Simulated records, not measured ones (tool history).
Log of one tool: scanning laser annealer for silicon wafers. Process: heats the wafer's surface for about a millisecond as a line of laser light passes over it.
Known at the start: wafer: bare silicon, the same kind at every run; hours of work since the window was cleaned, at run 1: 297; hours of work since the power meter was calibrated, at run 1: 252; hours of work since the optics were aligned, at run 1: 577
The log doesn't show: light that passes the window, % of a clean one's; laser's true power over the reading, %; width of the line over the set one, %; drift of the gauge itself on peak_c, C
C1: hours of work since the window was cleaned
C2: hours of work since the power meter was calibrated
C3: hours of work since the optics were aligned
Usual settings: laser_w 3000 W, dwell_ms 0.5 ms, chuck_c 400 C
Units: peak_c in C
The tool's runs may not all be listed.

{"run": 1, "day": 0.0, "laser_w": 3000, "dwell_ms": 0.5, "chuck_c": 400, "C1": 297, "C2": 252, "C3": 577, "peak_c": 1177}
{"run": 2, "day": 0.262, "laser_w": 3000, "dwell_ms": 0.5, "chuck_c": 400, "C1": 301, "C2": 257, "C3": 581, "peak_c": 1171}
{"run": 3, "day": 0.796, "laser_w": 3000, "dwell_ms": 0.5, "chuck_c": 400, "C1": 310, "C2": 265, "C3": 589, "peak_c": 1174}
{"run": 4, "day": 1.342, "laser_w": 3000, "dwell_ms": 0.5, "chuck_c": 400, "C1": 318, "C2": 274, "C3": 598, "peak_c": 1174}
{"run": 5, "day": 1.796, "laser_w": 3000, "dwell_ms": 0.5, "chuck_c": 400, "C1": 326, "C2": 281, "C3": 605, "peak_c": 1171}
{"day": 1.983, "done": "window over the wafer cleaned"}
{"run": 6, "day": 2.188, "laser_w": 3000, "dwell_ms": 0.5, "chuck_c": 400, "C1": 3, "C2": 286, "C3": 610, "peak_c": 1211}
{"run": 7, "day": 2.45, "laser_w": 3000, "dwell_ms": 0.5, "chuck_c": 400, "C1": 7, "C2": 290, "C3": 615, "peak_c": 1211}
{"run": 8, "day": 2.917, "laser_w": 3000, "dwell_ms": 0.5, "chuck_c": 400, "C1": 15, "C2": 298, "C3": 622, "peak_c": 1211}
{"run": 9, "day": 3.279, "laser_w": 3000, "dwell_ms": 0.5, "chuck_c": 400, "C1": 21, "C2": 304, "C3": 628, "peak_c": 1209}
{"run": 10, "day": 3.625, "laser_w": 3000, "dwell_ms": 0.5, "chuck_c": 400, "C1": 26, "C2": 309, "C3": 633, "peak_c": 1208}
{"run": 11, "day": 4.096, "laser_w": 3000, "dwell_ms": 0.5, "chuck_c": 400, "C1": 34, "C2": 317, "C3": 641, "peak_c": 1209}
{"run": 12, "day": 4.467, "laser_w": 3000, "dwell_ms": 0.5, "chuck_c": 400, "C1": 40, "C2": 323, "C3": 647, "peak_c": 1205}
{"run": 13, "day": 4.933, "laser_w": 3000, "dwell_ms": 0.5, "chuck_c": 400, "C1": 47, "C2": 330, "C3": 654, "peak_c": 1207}
{"run": 14, "day": 5.388, "laser_w": 3000, "dwell_ms": 0.5, "chuck_c": 400, "C1": 55, "C2": 338, "C3": 662, "peak_c": 1204}
{"run": 15, "day": 5.675, "laser_w": 3000, "dwell_ms": 0.5, "chuck_c": 400, "C1": 59, "C2": 342, "C3": 666, "peak_c": 1203}
{"run": 16, "day": 6.133, "laser_w": 3000, "dwell_ms": 0.548, "chuck_c": 400, "C1": 67, "C2": 350, "C3": 674, "peak_c": 1241}
{"run": 17, "day": 6.546, "laser_w": 3000, "dwell_ms": 0.548, "chuck_c": 429, "C1": 73, "C2": 356, "C3": 680, "peak_c": 1265}
{"run": 18, "day": 7.108, "laser_w": 3000, "dwell_ms": 0.548, "chuck_c": 408, "C1": 82, "C2": 365, "C3": 689, "peak_c": 1245}
{"run": 19, "day": 7.5, "laser_w": 3000, "dwell_ms": 0.548, "chuck_c": 408, "C1": 89, "C2": 371, "C3": 696, "peak_c": 1245}
{"run": 20, "day": 7.808, "laser_w": 3000, "dwell_ms": 0.548, "chuck_c": 408, "C1": 93, "C2": 376, "C3": 701, "peak_c": 1242}
{"run": 21, "day": 8.338, "laser_w": 3000, "dwell_ms": 0.548, "chuck_c": 408, "C1": 102, "C2": 385, "C3": 709, "peak_c": 1240}
{"run": 22, "day": 8.854, "laser_w": 3000, "dwell_ms": 0.548, "chuck_c": 408, "C1": 110, "C2": 393, "C3": 717, "peak_c": 1239}
{"run": 23, "day": 9.267, "laser_w": 2948, "dwell_ms": 0.5, "chuck_c": 389, "C1": 117, "C2": 400, "C3": 724, "peak_c": 1168}
{"run": 24, "day": 9.633, "laser_w": 3000, "dwell_ms": 0.5, "chuck_c": 362, "C1": 123, "C2": 406, "C3": 730, "peak_c": 1157}
{"run": 25, "day": 10.1, "laser_w": 3026, "dwell_ms": 0.597, "chuck_c": 368, "C1": 130, "C2": 413, "C3": 737, "peak_c": 1239}
{"run": 26, "day": 10.475, "laser_w": 2690, "dwell_ms": 0.5, "chuck_c": 400, "C1": 136, "C2": 419, "C3": 743, "peak_c": 1097}
{"run": 27, "day": 11.004, "laser_w": 2690, "dwell_ms": 0.5, "chuck_c": 400, "C1": 145, "C2": 428, "C3": 752, "peak_c": 1098}
{"run": 28, "day": 11.238, "laser_w": 2690, "dwell_ms": 0.5, "chuck_c": 400, "C1": 148, "C2": 431, "C3": 756, "peak_c": 1098}
{"run": 29, "day": 11.633, "laser_w": 3066, "dwell_ms": 0.5, "chuck_c": 361, "C1": 155, "C2": 438, "C3": 762, "peak_c": 1173}
{"run": 30, "day": 12.196, "laser_w": 3000, "dwell_ms": 0.431, "chuck_c": 400, "C1": 164, "C2": 447, "C3": 771, "peak_c": 1139}
{"run": 31, "day": 12.467, "laser_w": 3000, "dwell_ms": 0.516, "chuck_c": 368, "C1": 168, "C2": 451, "C3": 775, "peak_c": 1166}
{"run": 32, "day": 12.871, "laser_w": 2949, "dwell_ms": 0.617, "chuck_c": 361, "C1": 175, "C2": 458, "C3": 782, "peak_c": 1209}
{"run": 33, "day": 13.242, "laser_w": 3159, "dwell_ms": 0.412, "chuck_c": 440, "C1": 181, "C2": 464, "C3": 788, "peak_c": 1206}
{"run": 34, "day": 13.617, "laser_w": 3159, "dwell_ms": 0.412, "chuck_c": 440, "C1": 187, "C2": 470, "C3": 794, "peak_c": 1203}
{"run": 35, "day": 14.179, "laser_w": 3159, "dwell_ms": 0.412, "chuck_c": 440, "C1": 196, "C2": 479, "C3": 803, "peak_c": 1201}
{"run": 36, "day": 14.562, "laser_w": 3159, "dwell_ms": 0.412, "chuck_c": 440, "C1": 202, "C2": 485, "C3": 809, "peak_c": 1199}
{"run": 37, "day": 15.054, "laser_w": 3159, "dwell_ms": 0.479, "chuck_c": 381, "C1": 210, "C2": 493, "C3": 817, "peak_c": 1194}
{"run": 38, "day": 15.475, "laser_w": 3159, "dwell_ms": 0.479, "chuck_c": 381, "C1": 216, "C2": 499, "C3": 824, "peak_c": 1193}
{"run": 39, "day": 15.904, "laser_w": 3034, "dwell_ms": 0.484, "chuck_c": 415, "C1": 223, "C2": 506, "C3": 830, "peak_c": 1193}
{"run": 40, "day": 16.229, "laser_w": 3248, "dwell_ms": 0.447, "chuck_c": 402, "C1": 229, "C2": 512, "C3": 836, "peak_c": 1215}
{"run": 41, "day": 16.608, "laser_w": 2655, "dwell_ms": 0.584, "chuck_c": 407, "C1": 235, "C2": 518, "C3": 842, "peak_c": 1134}

3 ways to go on from here, each from the tool as it stands after run 41. What would each give?
{"run": "A", "day": 16.979, "laser_w": 2554, "dwell_ms": 0.5, "chuck_c": 400, "C1": 241, "C2": 524, "C3": 848, "peak_c": "?"}
{"run": "B", "day": 16.979, "laser_w": 3000, "dwell_ms": 0.387, "chuck_c": 438, "C1": 241, "C2": 524, "C3": 848, "peak_c": "?"}
{"run": "C", "day": 16.979, "laser_w": 3120, "dwell_ms": 0.535, "chuck_c": 375, "C1": 241, "C2": 524, "C3": 848, "peak_c": "?"}

run=A peak_c=1043
run=B peak_c=1125
run=C peak_c=1212
Without the tool's hidden state the same runs would have given:
run=A peak_c=1085
run=B peak_c=1170
run=C peak_c=1267
